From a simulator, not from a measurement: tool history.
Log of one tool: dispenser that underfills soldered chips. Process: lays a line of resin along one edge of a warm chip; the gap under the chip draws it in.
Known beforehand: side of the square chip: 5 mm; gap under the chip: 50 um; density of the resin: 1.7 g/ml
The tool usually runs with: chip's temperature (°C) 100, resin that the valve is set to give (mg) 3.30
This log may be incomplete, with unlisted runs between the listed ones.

run  hour  chip's temperature (°C)  resin that the valve is set to give (mg)  time until the resin shows at the far edge (s)  resin that the valve gave (mg)
  1   0.0                      100                                      3.30                                            35.5                            3.26
      3.2  -- new syringe of resin
  2   7.5                      106                                      3.30                                            28.4                            3.24
     10.6  -- new syringe of resin
  3  15.3                      106                                      3.30                                            29.5                            3.23
     17.7  -- new syringe of resin
  4  22.9                      106                                      3.30                                            30.5                            3.25
     25.0  -- new syringe of resin
  5  30.0                      100                                      4.20                                            38.7                            4.08
     32.3  -- new syringe of resin
  6  34.6                      100                                      4.20                                            31.5                            4.04
     39.6  -- new syringe of resin
  7  39.6                      100                                      4.20                                            27.4                            4.02
  8  43.9                      100                                      4.20                                            36.4                            4.05
     47.0  -- new syringe of resin
  9  48.7                      100                                      4.20                                            30.0                            4.04
 10  53.4                      107                                      4.27                                            29.7                            4.07
     54.2  -- new syringe of resin
 11  60.3                      107                                      4.27                                            29.9                            4.10
     61.3  -- new syringe of resin
 12  66.0                      106                                      2.85                                            30.0                            2.71
     68.7  -- new syringe of resin
 13  74.1                      112                                      3.21                                            24.1                            3.02

Forecast run 14:
     75.8  -- new syringe of resin
 14  80.1                      109                                      3.44                                               ?                               ?

{"run 14": {"time until the resin shows at the far edge (s)": 24.8, "resin that the valve gave (mg)": 3.24}}
Without the tool's hidden state the same run would have given time until the resin shows at the far edge (s) 17.9, resin that the valve gave (mg) 3.44.
